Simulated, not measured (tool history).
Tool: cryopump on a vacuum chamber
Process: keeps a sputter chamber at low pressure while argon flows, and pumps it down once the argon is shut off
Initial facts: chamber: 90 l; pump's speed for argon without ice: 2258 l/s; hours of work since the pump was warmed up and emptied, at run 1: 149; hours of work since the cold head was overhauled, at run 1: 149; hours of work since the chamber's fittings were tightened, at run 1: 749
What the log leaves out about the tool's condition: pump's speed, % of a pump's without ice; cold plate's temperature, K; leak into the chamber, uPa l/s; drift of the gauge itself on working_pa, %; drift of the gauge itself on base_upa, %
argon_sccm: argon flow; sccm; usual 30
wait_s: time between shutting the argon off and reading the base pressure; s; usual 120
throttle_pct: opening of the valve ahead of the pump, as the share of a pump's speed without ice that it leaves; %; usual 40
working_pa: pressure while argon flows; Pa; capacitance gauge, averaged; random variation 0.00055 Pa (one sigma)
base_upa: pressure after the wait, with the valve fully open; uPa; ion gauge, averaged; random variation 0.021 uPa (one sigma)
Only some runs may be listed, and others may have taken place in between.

| run | hour | argon_sccm | wait_s | throttle_pct | hours of work since the pump was warmed up and emptied | hours of work since the cold head was overhauled | hours of work since the chamber's fittings were tightened | working_pa | base_upa |
|---|---|---|---|---|---|---|---|---|---|
| 1 | 0 | 30 | 120 | 40 | 149 | 149 | 749 | 0.058 | 0.54 |
| 2 | 24.4 | 20 | 120 | 40 | 162 | 162 | 762 | 0.038 | 0.61 |
| 3 | 40.1 | 20 | 120 | 40 | 171 | 171 | 770 | 0.0389 | 0.6 |
| 4 | 58.3 | 20 | 120 | 40 | 181 | 181 | 780 | 0.0391 | 0.58 |
| 5 | 80.8 | 20 | 120 | 40 | 193 | 193 | 792 | 0.0387 | 0.56 |
| 6 | 98.2 | 30 | 120 | 40 | 202 | 202 | 801 | 0.0576 | 0.54 |
| 7 | 118.5 | 16 | 120 | 18 | 213 | 213 | 812 | 0.0683 | 0.57 |
| 8 | 139.3 | 30 | 283 | 40 | 224 | 224 | 823 | 0.0583 | 0.43 |
| 9 | 152.5 | 30 | 283 | 19 | 231 | 231 | 831 | 0.1198 | 0.45 |
| 10 | 171.2 | 30 | 283 | 19 | 241 | 241 | 841 | 0.1203 | 0.47 |
| 11 | 190.4 | 30 | 283 | 19 | 251 | 251 | 851 | 0.121 | 0.42 |

What if the next run were any one of these 3? Each begins from the tool's condition after run 11:
| A | 203.2 | 16 | 49 | 47 | 258 | 258 | 858 | ? | ? |
| B | 203.2 | 47 | 49 | 15 | 258 | 258 | 858 | ? | ? |
| C | 203.2 | 41 | 96 | 27 | 258 | 258 | 858 | ? | ? |

| run | working_pa | base_upa |
|---|---|---|
| A | 0.0265 | 0.98 |
| B | 0.2425 | 0.96 |
| C | 0.1187 | 0.67 |
With no hidden state in the tool, these same runs would have given:
| run | working_pa | base_upa |
|---|---|---|
| A | 0.0251 | 0.79 |
| B | 0.2381 | 0.77 |
| C | 0.1149 | 0.48 |
